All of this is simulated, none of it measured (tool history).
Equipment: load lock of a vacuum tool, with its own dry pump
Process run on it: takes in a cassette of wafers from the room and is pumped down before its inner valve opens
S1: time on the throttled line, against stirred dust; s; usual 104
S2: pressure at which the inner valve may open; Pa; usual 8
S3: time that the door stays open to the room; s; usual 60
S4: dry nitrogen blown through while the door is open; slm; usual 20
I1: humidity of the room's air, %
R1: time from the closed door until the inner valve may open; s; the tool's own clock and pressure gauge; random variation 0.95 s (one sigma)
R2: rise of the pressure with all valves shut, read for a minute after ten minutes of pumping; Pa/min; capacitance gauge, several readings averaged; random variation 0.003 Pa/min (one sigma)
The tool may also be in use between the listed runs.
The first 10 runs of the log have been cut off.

run 11 hour=2076.6 | S1=125 S2=8 S3=60 S4=20 | I1=49.4 | R1=173.8 R2=0.057
run 12 hour=2316 | S1=104 S2=8 S3=60 S4=20 | I1=42.7 | R1=152.3 R2=0.059
run 13 hour=2526.2 | S1=104 S2=8 S3=60 S4=20 | I1=45 | R1=154.9 R2=0.062
run 14 hour=2749.2 | S1=104 S2=9 S3=60 S4=20 | I1=47.3 | R1=152.8 R2=0.074
run 15 hour=2981.4 | S1=62 S2=9 S3=60 S4=20 | I1=45 | R1=116.6 R2=0.082
run 16 hour=3161.7 | S1=104 S2=8 S3=48 S4=20 | I1=46.8 | R1=155 R2=0.082
run 17 hour=3373.3 | S1=104 S2=8 S3=48 S4=20 | I1=42.6 | R1=153 R2=0.093
run 18 hour=3653 | S1=104 S2=8 S3=48 S4=20 | I1=44.1 | R1=154.2 R2=0.1
run 19 hour=3981 | S1=104 S2=8 S3=48 S4=20 | I1=42.7 | R1=155.5 R2=0.104
run 20 hour=4298.9 | S1=104 S2=7 S3=48 S4=20 | I1=47.5 | R1=156.6 R2=0.128
run 21 hour=4590.4 | S1=104 S2=7 S3=48 S4=20 | I1=42.1 | R1=155.9 R2=0.132
run 22 hour=4799.6 | S1=104 S2=7 S3=48 S4=6 | I1=44 | R1=157.1 R2=0.143
run 23 hour=5000.2 | S1=103 S2=7 S3=48 S4=15 | I1=42.7 | R1=156.2 R2=0.147
run 24 hour=5169.5 | S1=161 S2=7 S3=194 S4=5 | I1=46.9 | R1=205.1 R2=0.175
run 25 hour=5490.4 | S1=161 S2=7 S3=194 S4=5 | I1=44.6 | R1=207.7 R2=0.19
run 26 hour=5703.3 | S1=161 S2=7 S3=194 S4=5 | I1=45.3 | R1=206.2 R2=0.197
run 27 hour=5866.4 | S1=161 S2=7 S3=194 S4=5 | I1=41.8 | R1=203.5 R2=0.202
run 28 hour=6041.2 | S1=161 S2=7 S3=194 S4=5 | I1=47.2 | R1=208.1 R2=0.206
run 29 hour=6327.1 | S1=161 S2=7 S3=194 S4=5 | I1=44.3 | R1=206.3 R2=0.229
run 30 hour=6517.8 | S1=110 S2=8 S3=60 S4=9 | I1=42.8 | R1=162.6 R2=0.215
run 31 hour=6649.6 | S1=110 S2=8 S3=60 S4=9 | I1=47.8 | R1=161.5 R2=0.219
run 32 hour=6918.4 | S1=112 S2=13 S3=63 S4=28 | I1=43.4 | R1=160.3 R2=0.225
run 33 hour=7199.5 | S1=104 S2=8 S3=60 S4=20 | I1=49.4 | R1=156.7 R2=0.242
run 34 hour=7463.6 | S1=66 S2=11 S3=183 S4=4 | I1=44.5 | R1=123.1 R2=0.267
run 35 hour=7701.7 | S1=66 S2=11 S3=183 S4=4 | I1=47.9 | R1=122.8 R2=0.291

Expected results for the next run?
run 36 hour=7913.4 | S1=66 S2=11 S3=183 S4=4 | I1=46.1 | R1=? R2=?

Logged for run 36: R1 123.6 s, R2 0.296 Pa/min.
With the hidden condition absent and the run-to-run variation left alone, this run would have shown R1 116.6 s, R2 0.033 Pa/min.

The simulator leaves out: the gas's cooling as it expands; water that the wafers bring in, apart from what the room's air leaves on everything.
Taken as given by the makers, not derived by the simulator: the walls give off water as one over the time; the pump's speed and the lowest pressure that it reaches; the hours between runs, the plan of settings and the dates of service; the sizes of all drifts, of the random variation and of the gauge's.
